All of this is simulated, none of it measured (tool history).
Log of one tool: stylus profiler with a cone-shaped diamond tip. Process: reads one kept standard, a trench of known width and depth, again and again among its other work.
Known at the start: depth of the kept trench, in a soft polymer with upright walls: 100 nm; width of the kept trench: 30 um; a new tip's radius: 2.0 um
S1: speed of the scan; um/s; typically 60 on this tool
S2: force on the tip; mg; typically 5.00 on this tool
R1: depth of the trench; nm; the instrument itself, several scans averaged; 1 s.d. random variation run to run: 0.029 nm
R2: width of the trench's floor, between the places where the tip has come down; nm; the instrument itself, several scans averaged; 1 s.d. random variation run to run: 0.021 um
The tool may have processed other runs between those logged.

Run 1, hour 0.0: usual settings. Result: R1 102.64 nm, R2 28380 nm.
Run 2, hour 22.6: usual settings. Result: R1 102.70 nm, R2 28420 nm.
Run 3, hour 57.1: usual settings but S2 2.33 mg. Result: R1 101.65 nm, R2 28290 nm.
Run 4, hour 75.2: usual settings but S2 2.33 mg. Result: R1 101.62 nm, R2 28300 nm.
Run 5, hour 104.3: usual settings but S2 2.33 mg. Result: R1 101.60 nm, R2 28240 nm.
Run 6, hour 144.2: usual settings but S2 2.33 mg. Result: R1 101.63 nm, R2 28290 nm.
Run 7, hour 183.9: usual settings. Result: R1 102.68 nm, R2 28370 nm.
Run 8, hour 224.5: usual settings. Result: R1 102.72 nm, R2 28380 nm.
Run 9, hour 245.6: usual settings. Result: R1 102.67 nm, R2 28390 nm.
Run 10, hour 265.0: usual settings. Result: R1 102.69 nm, R2 28380 nm.
Run 11, hour 289.3: usual settings but S1 28 um/s, S2 3.45 mg. Result: R1 102.15 nm, R2 28490 nm.
Run 12, hour 320.5: usual settings but S1 42 um/s, S2 1.98 mg. Result: R1 101.50 nm, R2 28330 nm.
Run 13, hour 354.2: usual settings but S1 42 um/s, S2 1.98 mg. Result: R1 101.50 nm, R2 28310 nm.
Run 14, hour 384.9: usual settings but S1 85 um/s. Result: R1 102.74 nm, R2 28250 nm.
Run 15, hour 419.6: usual settings but S1 59 um/s, S2 2.19 mg. Result: R1 101.63 nm, R2 28210 nm.
Run 16, hour 456.0: usual settings but S2 14.86 mg. Result: R1 105.57 nm, R2 28470 nm.
Run 17, hour 479.1: usual settings but S1 232 um/s, S2 3.16 mg. Result: R1 102.02 nm, R2 27340 nm.
Run 18, hour 503.7: usual settings but S1 232 um/s, S2 3.16 mg. Result: R1 102.09 nm, R2 27310 nm.

Branching from run 18: 5 alternative next runs. What would each branch give?
Run A, hour 546.4: usual settings but S2 12.51 mg. Result: R1 ?, R2 ?.
Run B, hour 546.4: usual settings but S1 67 um/s, S2 11.45 mg. Result: R1 ?, R2 ?.
Run C, hour 546.4: usual settings but S1 156 um/s, S2 12.72 mg. Result: R1 ?, R2 ?.
Run D, hour 546.4: usual settings but S1 235 um/s, S2 4.86 mg. Result: R1 ?, R2 ?.
Run E, hour 546.4: usual settings but S1 146 um/s, S2 9.64 mg. Result: R1 ?, R2 ?.

run      R1     R2
  A  105.05  28420
  B  104.79  28380
  C  105.07  28120
  D  102.77  27520
  E  104.25  28130
Without the tool's hidden state the same runs would have given:
run      R1     R2
  A  104.91  28590
  B  104.65  28550
  C  104.92  28280
  D  102.63  27680
  E  104.10  28300

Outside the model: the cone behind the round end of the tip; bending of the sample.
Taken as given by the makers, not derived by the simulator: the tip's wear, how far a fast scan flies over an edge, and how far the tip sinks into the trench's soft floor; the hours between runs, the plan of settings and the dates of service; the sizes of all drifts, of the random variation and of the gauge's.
